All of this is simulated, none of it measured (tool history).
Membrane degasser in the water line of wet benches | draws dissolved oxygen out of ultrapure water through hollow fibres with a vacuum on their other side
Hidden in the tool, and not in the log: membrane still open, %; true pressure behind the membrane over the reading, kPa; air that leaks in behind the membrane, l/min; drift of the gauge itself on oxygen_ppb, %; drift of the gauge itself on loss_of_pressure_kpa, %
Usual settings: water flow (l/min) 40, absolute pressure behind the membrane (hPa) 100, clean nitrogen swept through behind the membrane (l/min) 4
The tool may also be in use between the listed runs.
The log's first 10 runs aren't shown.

| run | hour | water flow (l/min) | absolute pressure behind the membrane (hPa) | clean nitrogen swept through behind the membrane (l/min) | hours since the membrane was changed | hours since the vacuum gauge was calibrated | hours since the vacuum lines were made tight | dissolved oxygen in the water behind the degasser (ppb) | pressure that the water loses in the fibres (hPa) |
|---|---|---|---|---|---|---|---|---|---|
| 11 | 776.2 | 40 | 100 | 4 | 1287 | 2485 | 2367 | 165.8 | 337.4 |
| 12 | 831.8 | 40 | 100 | 4 | 1343 | 2541 | 2422 | 165.3 | 334.7 |
| 13 | 909.4 | 40 | 100 | 4 | 1420 | 2619 | 2500 | 165.7 | 337.4 |
| 14 | 962.9 | 40 | 100 | 4 | 1474 | 2672 | 2553 | 166.3 | 338.3 |
| 15 | 1078.1 | 40 | 100 | 4 | 1589 | 2787 | 2669 | 165.4 | 336.5 |
| 16 | 1131.7 | 40 | 131 | 4 | 1643 | 2841 | 2722 | 236.2 | 334.7 |
| 17 | 1197.9 | 40 | 92 | 2.16 | 1709 | 2907 | 2788 | 252.9 | 339.1 |
| 18 | 1274.6 | 40 | 92 | 2.16 | 1786 | 2984 | 2865 | 254.2 | 339.5 |
| 19 | 1402.5 | 55 | 63 | 1.76 | 1913 | 3112 | 2993 | 220.5 | 464.9 |
| 20 | 1461.3 | 55 | 71 | 1.76 | 1972 | 3171 | 3052 | 270 | 464.4 |
| 21 | 1528.3 | 40 | 181 | 4 | 2039 | 3238 | 3119 | 348.9 | 336.1 |
| 22 | 1656.5 | 63 | 195 | 1.69 | 2167 | 3366 | 3247 | 1121.2 | 532.8 |
| 23 | 1735.2 | 40 | 244 | 2.21 | 2246 | 3445 | 3326 | 802.5 | 339 |
| 24 | 1799.5 | 40 | 244 | 2.21 | 2310 | 3509 | 3390 | 803.2 | 338.8 |
| 25 | 1882.9 | 40 | 244 | 2.21 | 2394 | 3592 | 3473 | 801.2 | 337.7 |
| 26 | 1962.8 | 40 | 244 | 2.21 | 2474 | 3672 | 3553 | 803.1 | 336.3 |
| 27 | 2069 | 36 | 244 | 7.61 | 2580 | 3778 | 3659 | 245.1 | 304.3 |
| 28 | 2129.3 | 61 | 106 | 4 | 2640 | 3839 | 3720 | 275.7 | 519.4 |
| 29 | 2198.2 | 61 | 93 | 4 | 2709 | 3908 | 3789 | 231.7 | 516.1 |
| 30 | 2288 | 61 | 172 | 3.42 | 2799 | 3997 | 3878 | 554.5 | 517.4 |
| 31 | 2378.1 | 61 | 172 | 3.42 | 2889 | 4087 | 3969 | 555.4 | 517.8 |
|  | 2424.9 | vacuum gauge calibrated |
| 32 | 2445.2 | 47 | 157 | 11.91 | 2956 | 20 | 4035 | 127.9 | 401.1 |

Forecast each of these 4 alternatives for the next run:
| A | 2516.7 | 58 | 99 | 4.07 | 3027 | 92 | 4107 | ? | ? |
| B | 2516.7 | 30 | 157 | 11.91 | 3027 | 92 | 4107 | ? | ? |
| C | 2516.7 | 52 | 249 | 5.87 | 3027 | 92 | 4107 | ? | ? |
| D | 2516.7 | 35 | 236 | 4 | 3027 | 92 | 4107 | ? | ? |

| run | dissolved oxygen in the water behind the degasser (ppb) | pressure that the water loses in the fibres (hPa) |
|---|---|---|
| A | 231.5 | 494.4 |
| B | 80.1 | 255.3 |
| C | 448.1 | 438.9 |
| D | 414.2 | 297.4 |
Without the tool's hidden state the same runs would have given:
| run | dissolved oxygen in the water behind the degasser (ppb) | pressure that the water loses in the fibres (hPa) |
|---|---|---|
| A | 228.8 | 487.1 |
| B | 78.7 | 251.6 |
| C | 443.9 | 432.3 |
| D | 409.4 | 293 |
